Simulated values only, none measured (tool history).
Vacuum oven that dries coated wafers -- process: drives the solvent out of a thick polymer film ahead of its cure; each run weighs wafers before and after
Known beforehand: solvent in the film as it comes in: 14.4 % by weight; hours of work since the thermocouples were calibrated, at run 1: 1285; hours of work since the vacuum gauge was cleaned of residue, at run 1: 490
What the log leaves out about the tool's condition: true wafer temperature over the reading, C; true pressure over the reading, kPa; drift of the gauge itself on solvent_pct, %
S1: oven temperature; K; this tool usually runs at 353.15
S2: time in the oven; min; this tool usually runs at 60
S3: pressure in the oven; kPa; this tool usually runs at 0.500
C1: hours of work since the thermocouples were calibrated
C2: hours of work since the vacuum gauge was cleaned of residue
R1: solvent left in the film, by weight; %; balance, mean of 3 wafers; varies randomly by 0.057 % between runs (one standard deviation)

run,hour,S1,S2,S3,C1,C2,R1
1,0.0,353.15,60,0.500,1285,490,2.69
2,15.1,353.15,60,0.500,1296,501,2.64
3,40.7,353.15,60,0.500,1315,520,2.69
4,63.1,353.15,60,0.500,1332,537,2.56
5,79.5,356.15,60,0.500,1344,549,1.90
6,103.0,353.15,86,0.500,1361,566,1.62
7,114.4,353.15,86,0.500,1370,575,1.53
8,134.4,353.15,86,0.500,1385,590,1.52
9,148.7,353.15,85,0.500,1395,600,1.54
10,160.6,353.15,85,0.500,1404,609,1.50
11,179.7,353.15,85,0.500,1418,623,1.50
12,191.8,353.15,60,0.531,1427,632,2.68
13,207.1,353.15,60,0.531,1439,644,2.61
14,225.8,353.15,60,0.531,1453,658,2.68
15,248.4,353.15,60,0.531,1469,675,2.62
16,271.1,353.15,105,0.531,1486,691,1.14
17,296.5,353.15,105,0.531,1505,710,1.10
18,309.2,353.15,105,0.531,1515,720,1.14
19,324.6,353.15,105,0.531,1526,731,1.20
# hour 344.7: oven's thermocouples calibrated
20,350.7,353.15,60,0.500,4,749,2.67
21,368.8,353.15,60,0.500,18,763,2.68
22,389.9,353.15,60,0.275,34,778,2.44
23,406.0,353.15,60,0.275,46,790,2.51
24,424.7,353.15,73,0.500,60,804,2.09
25,446.4,353.15,73,0.500,76,820,2.00
26,464.3,353.15,73,0.500,89,834,1.96
27,482.4,353.15,58,1.381,102,847,3.48
28,498.3,353.15,58,1.381,114,859,3.42
29,517.8,345.15,90,1.054,129,874,3.75
30,542.0,363.15,102,0.651,147,892,0.52
31,564.4,358.15,60,0.770,164,908,1.84
32,589.6,358.15,60,0.770,182,927,1.89
33,606.8,352.15,60,0.350,195,940,2.81
34,620.6,353.15,60,0.350,205,950,2.50
35,636.2,353.15,85,0.500,217,962,1.64
36,647.2,351.15,54,0.945,225,970,4.04
37,666.0,353.15,106,0.397,239,984,1.07
38,677.0,353.15,51,0.505,247,992,3.22
39,691.4,353.15,51,0.505,258,1003,3.21
40,714.5,353.15,51,0.505,275,1020,3.23
41,735.3,342.15,60,0.917,291,1035,5.89
42,747.6,367.15,59,0.917,300,1045,0.80
43,758.6,346.15,37,0.917,308,1053,6.94
44,779.0,346.15,37,0.917,323,1068,6.68
45,794.6,339.15,60,0.500,335,1080,6.53
46,812.1,339.15,60,0.384,348,1093,6.47
47,830.7,344.15,35,0.384,362,1106,7.13

Alternative continuations, all from the tool just after run 47; predict every row:
A,850.2,340.15,39,0.441,376,1121,?
B,850.2,348.15,35,0.862,376,1121,?
C,850.2,349.15,32,0.384,376,1121,?

run,R1
A,7.64
B,6.43
C,6.00
Take away the tool's hidden state, keep each run's random variation, and the runs would have read:
run,R1
A,7.64
B,6.43
C,5.99

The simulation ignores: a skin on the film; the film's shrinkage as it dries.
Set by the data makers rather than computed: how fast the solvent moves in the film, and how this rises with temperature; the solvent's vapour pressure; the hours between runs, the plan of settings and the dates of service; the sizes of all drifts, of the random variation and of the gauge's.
